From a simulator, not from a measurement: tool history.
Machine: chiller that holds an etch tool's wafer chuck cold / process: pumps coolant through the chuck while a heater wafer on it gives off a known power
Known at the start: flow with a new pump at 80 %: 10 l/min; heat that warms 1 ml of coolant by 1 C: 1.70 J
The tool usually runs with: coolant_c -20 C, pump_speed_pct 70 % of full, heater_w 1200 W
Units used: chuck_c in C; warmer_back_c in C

run,hour,coolant_c,pump_speed_pct,heater_w,chuck_c,warmer_back_c
1,0,-20,70,1200,-7.1,4.9
2,23.2,-20,70,1200,-6.9,4.89
3,48.3,-20,75,1200,-7.6,4.52
4,73.1,-20,75,1200,-7.6,4.6
5,94.9,-20,75,743,-12.1,2.83
6,111.1,-20,75,743,-12.3,2.77
7,132,-20,75,743,-12.2,2.76
8,165.3,-20,75,743,-12.5,2.76
9,195.1,-20,75,743,-12.3,2.82
10,214.9,-20,75,743,-12.4,2.79
11,234.2,-20,75,743,-12.2,2.83
12,256.8,-20,75,743,-12.2,2.84
13,275.7,-30,75,743,-22.3,2.77
14,292.5,-18,66,643,-10.7,2.8
15,319.6,-20,70,1402,-4.8,5.69
16,353.9,-22,67,780,-13.4,3.3
17,382.7,-22,71,780,-13.6,3.11
18,397.8,-22,71,780,-13.6,3.16
19,430.3,-12,70,1200,0.9,4.95
20,462.2,-27,72,1200,-14.3,4.76
21,496.5,-19,72,1200,-6.2,4.73
22,512.7,-16,83,806,-8.1,2.76
23,530.8,-14,83,1685,2.3,5.76
24,552.1,-11,70,1249,2.8,5.2
25,567.2,-13,70,644,-6.1,2.63

Consider 3 possible next runs. They are alternatives, not a sequence: every one starts from the tool as it was left by run 25. What does each give?
A,602.3,-13,60,1201,?,?
B,602.3,-27,93,1076,?,?
C,602.3,-13,63,644,?,?

run,chuck_c,warmer_back_c
A,1.4,5.82
B,-17.4,3.21
C,-5.5,2.97
With the hidden condition removed and each run's random variation left untouched, the same runs would have given:
run,chuck_c,warmer_back_c
A,1.3,5.81
B,-17.4,3.21
C,-5.5,2.97
